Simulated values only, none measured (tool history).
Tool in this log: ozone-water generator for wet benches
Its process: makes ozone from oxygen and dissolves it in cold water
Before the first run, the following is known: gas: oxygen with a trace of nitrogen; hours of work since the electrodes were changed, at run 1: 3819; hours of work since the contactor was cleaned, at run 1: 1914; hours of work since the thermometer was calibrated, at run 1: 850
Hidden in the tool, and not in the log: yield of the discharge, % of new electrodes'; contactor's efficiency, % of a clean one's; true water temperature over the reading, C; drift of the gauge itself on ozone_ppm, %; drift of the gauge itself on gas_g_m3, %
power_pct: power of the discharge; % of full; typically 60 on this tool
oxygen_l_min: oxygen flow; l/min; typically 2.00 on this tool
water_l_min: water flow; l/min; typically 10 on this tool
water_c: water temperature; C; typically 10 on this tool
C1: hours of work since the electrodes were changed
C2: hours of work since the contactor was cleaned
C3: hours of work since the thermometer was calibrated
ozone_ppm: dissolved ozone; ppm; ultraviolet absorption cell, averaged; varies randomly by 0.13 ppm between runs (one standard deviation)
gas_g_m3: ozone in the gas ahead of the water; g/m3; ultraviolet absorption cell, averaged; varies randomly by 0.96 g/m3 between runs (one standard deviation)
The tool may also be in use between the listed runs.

{"run": 1, "hour": 0.0, "power_pct": 60, "oxygen_l_min": 2.0, "water_l_min": 10, "water_c": 10, "C1": 3819, "C2": 1914, "C3": 850, "ozone_ppm": 11.4, "gas_g_m3": 150.1}
{"run": 2, "hour": 58.0, "power_pct": 60, "oxygen_l_min": 2.0, "water_l_min": 10, "water_c": 10, "C1": 3869, "C2": 1964, "C3": 900, "ozone_ppm": 11.3, "gas_g_m3": 151.5}
{"run": 3, "hour": 141.8, "power_pct": 60, "oxygen_l_min": 2.0, "water_l_min": 10, "water_c": 17, "C1": 3941, "C2": 2036, "C3": 972, "ozone_ppm": 10.6, "gas_g_m3": 148.9}
{"run": 4, "hour": 235.2, "power_pct": 60, "oxygen_l_min": 2.0, "water_l_min": 10, "water_c": 10, "C1": 4021, "C2": 2116, "C3": 1053, "ozone_ppm": 11.3, "gas_g_m3": 150.3}
{"run": 5, "hour": 294.5, "power_pct": 60, "oxygen_l_min": 2.0, "water_l_min": 10, "water_c": 10, "C1": 4072, "C2": 2167, "C3": 1104, "ozone_ppm": 11.2, "gas_g_m3": 150.5}
{"run": 6, "hour": 356.7, "power_pct": 60, "oxygen_l_min": 2.0, "water_l_min": 10, "water_c": 10, "C1": 4126, "C2": 2221, "C3": 1157, "ozone_ppm": 11.2, "gas_g_m3": 149.3}
{"hour": 365.8, "done": "water thermometer calibrated"}
{"run": 7, "hour": 421.4, "power_pct": 58, "oxygen_l_min": 2.0, "water_l_min": 9, "water_c": 10, "C1": 4181, "C2": 2276, "C3": 48, "ozone_ppm": 12.3, "gas_g_m3": 147.4}
{"run": 8, "hour": 538.6, "power_pct": 60, "oxygen_l_min": 2.0, "water_l_min": 10, "water_c": 15, "C1": 4282, "C2": 2377, "C3": 149, "ozone_ppm": 10.6, "gas_g_m3": 150.2}
{"run": 9, "hour": 627.6, "power_pct": 60, "oxygen_l_min": 2.0, "water_l_min": 10, "water_c": 15, "C1": 4358, "C2": 2454, "C3": 225, "ozone_ppm": 10.5, "gas_g_m3": 149.7}
{"run": 10, "hour": 705.5, "power_pct": 60, "oxygen_l_min": 2.0, "water_l_min": 10, "water_c": 15, "C1": 4426, "C2": 2521, "C3": 293, "ozone_ppm": 10.5, "gas_g_m3": 148.2}
{"run": 11, "hour": 782.4, "power_pct": 60, "oxygen_l_min": 2.0, "water_l_min": 9, "water_c": 7, "C1": 4492, "C2": 2587, "C3": 359, "ozone_ppm": 12.5, "gas_g_m3": 150.1}
{"hour": 803.7, "done": "water thermometer calibrated, once more"}
{"run": 12, "hour": 843.6, "power_pct": 60, "oxygen_l_min": 2.2, "water_l_min": 7, "water_c": 10, "C1": 4544, "C2": 2639, "C3": 34, "ozone_ppm": 16.0, "gas_g_m3": 144.0}

What if the next run were any one of these 3? Each begins from the tool's condition after run 12:
{"run": "A", "hour": 893.7, "power_pct": 73, "oxygen_l_min": 2.2, "water_l_min": 7, "water_c": 9, "C1": 4587, "C2": 2682, "C3": 77, "ozone_ppm": "?", "gas_g_m3": "?"}
{"run": "B", "hour": 893.7, "power_pct": 60, "oxygen_l_min": 3.52, "water_l_min": 10, "water_c": 11, "C1": 4587, "C2": 2682, "C3": 77, "ozone_ppm": "?", "gas_g_m3": "?"}
{"run": "C", "hour": 893.7, "power_pct": 66, "oxygen_l_min": 3.54, "water_l_min": 7, "water_c": 10, "C1": 4587, "C2": 2682, "C3": 77, "ozone_ppm": "?", "gas_g_m3": "?"}

run=A ozone_ppm=18.0 gas_g_m3=155.2
run=B ozone_ppm=12.4 gas_g_m3=122.4
run=C ozone_ppm=18.0 gas_g_m3=126.0
Without the tool's unlogged condition, the same runs would have read:
run=A ozone_ppm=21.6 gas_g_m3=174.7
run=B ozone_ppm=14.9 gas_g_m3=136.1
run=C ozone_ppm=21.5 gas_g_m3=141.0

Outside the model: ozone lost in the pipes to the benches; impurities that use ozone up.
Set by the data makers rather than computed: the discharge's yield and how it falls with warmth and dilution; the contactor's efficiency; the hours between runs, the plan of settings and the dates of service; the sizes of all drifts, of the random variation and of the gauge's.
